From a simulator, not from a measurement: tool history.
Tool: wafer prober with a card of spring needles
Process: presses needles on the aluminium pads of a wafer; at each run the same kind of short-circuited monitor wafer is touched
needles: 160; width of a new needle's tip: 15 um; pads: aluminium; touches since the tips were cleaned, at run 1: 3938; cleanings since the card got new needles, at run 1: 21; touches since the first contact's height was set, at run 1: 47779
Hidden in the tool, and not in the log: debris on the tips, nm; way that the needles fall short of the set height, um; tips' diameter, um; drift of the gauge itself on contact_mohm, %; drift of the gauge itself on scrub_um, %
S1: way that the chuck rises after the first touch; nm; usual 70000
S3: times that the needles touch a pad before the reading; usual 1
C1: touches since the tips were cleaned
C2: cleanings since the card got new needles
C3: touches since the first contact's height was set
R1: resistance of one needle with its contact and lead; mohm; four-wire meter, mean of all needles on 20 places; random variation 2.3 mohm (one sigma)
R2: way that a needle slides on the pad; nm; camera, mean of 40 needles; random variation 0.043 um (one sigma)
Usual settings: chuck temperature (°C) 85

Run 1, hour 0: usual settings; C1 3938; C2 21; C3 47779. Result: R1 330 mohm, R2 14950 nm.
At hour 18.8: tips cleaned on abrasive film.
At hour 55.8: tips cleaned on abrasive film.
Run 2, hour 57.3: usual settings; C1 346; C2 23; C3 60644. Result: R1 275 mohm, R2 14910 nm.
At hour 91.1: tips cleaned on abrasive film.
Run 3, hour 111: usual settings but S1 72000 nm; C1 4486; C2 24; C3 72706. Result: R1 331 mohm, R2 15290 nm.
At hour 124.7: tips cleaned on abrasive film.
Run 4, hour 156.6: usual settings but S1 72000 nm; C1 7195; C2 25; C3 82966. Result: R1 344 mohm, R2 15370 nm.
At hour 160.3: tips cleaned on abrasive film.
Run 5, hour 192.5: usual settings but S1 72000 nm; C1 7249; C2 26; C3 91020. Result: R1 345 mohm, R2 15250 nm.
At hour 196.9: tips cleaned on abrasive film.
At hour 234.9: tips cleaned on abrasive film.
Run 6, hour 239.9: usual settings but S1 72000 nm; C1 1137; C2 28; C3 101655. Result: R1 302 mohm, R2 15250 nm.
At hour 268.1: tips cleaned on abrasive film.
Run 7, hour 283.5: usual settings but S1 72000 nm; C1 3468; C2 29; C3 111455. Result: R1 325 mohm, R2 15170 nm.
At hour 303: tips cleaned on abrasive film.
Run 8, hour 314.7: usual settings but S1 72000 nm; C1 2618; C2 30; C3 118446. Result: R1 322 mohm, R2 15230 nm.
At hour 338: tips cleaned on abrasive film.
At hour 338.3: height of the first contact set anew.
Run 9, hour 366.1: usual settings; C1 6264; C2 31; C3 6264. Result: R1 341 mohm, R2 15020 nm.
At hour 375.3: tips cleaned on abrasive film.
At hour 412.5: tips cleaned on abrasive film.
Run 10, hour 421.2: usual settings; C1 1955; C2 33; C3 18635. Result: R1 310 mohm, R2 14960 nm.
At hour 448.5: tips cleaned on abrasive film.
Run 11, hour 463.6: usual settings; C1 3398; C2 34; C3 28164. Result: R1 330 mohm, R2 14980 nm.
At hour 484.8: tips cleaned on abrasive film.
Run 12, hour 501.5: usual settings; C1 3772; C2 35; C3 36670. Result: R1 337 mohm, R2 14920 nm.
At hour 519.2: tips cleaned on abrasive film.
Run 13, hour 551.1: usual settings; C1 7198; C2 36; C3 47823. Result: R1 352 mohm, R2 15010 nm.
At hour 556.4: tips cleaned on abrasive film.
Run 14, hour 580.7: usual settings; C1 5476; C2 37; C3 54465. Result: R1 350 mohm, R2 14990 nm.
At hour 591.2: tips cleaned on abrasive film.
At hour 624.7: tips cleaned on abrasive film.
Run 15, hour 625.4: usual settings; C1 159; C2 39; C3 64486. Result: R1 264 mohm, R2 14900 nm.
At hour 658: tips cleaned on abrasive film.
Run 16, hour 668.6: usual settings but S1 56000 nm; C1 2397; C2 40; C3 74191. Result: R1 359 mohm, R2 11920 nm.

Forecast run 17:
At hour 692.9: tips cleaned on abrasive film.
Run 17, hour 712.6: usual settings but S1 67000 nm, chuck temperature (°C) 68, S3 3; C1 4418; C2 41; C3 84069. Result: R1 ?, R2 ?.

{"run 17": {"R1": 285, "R2": 14230}}
Without the tool's hidden state the same run would have given R1 249 mohm, R2 14420 nm.
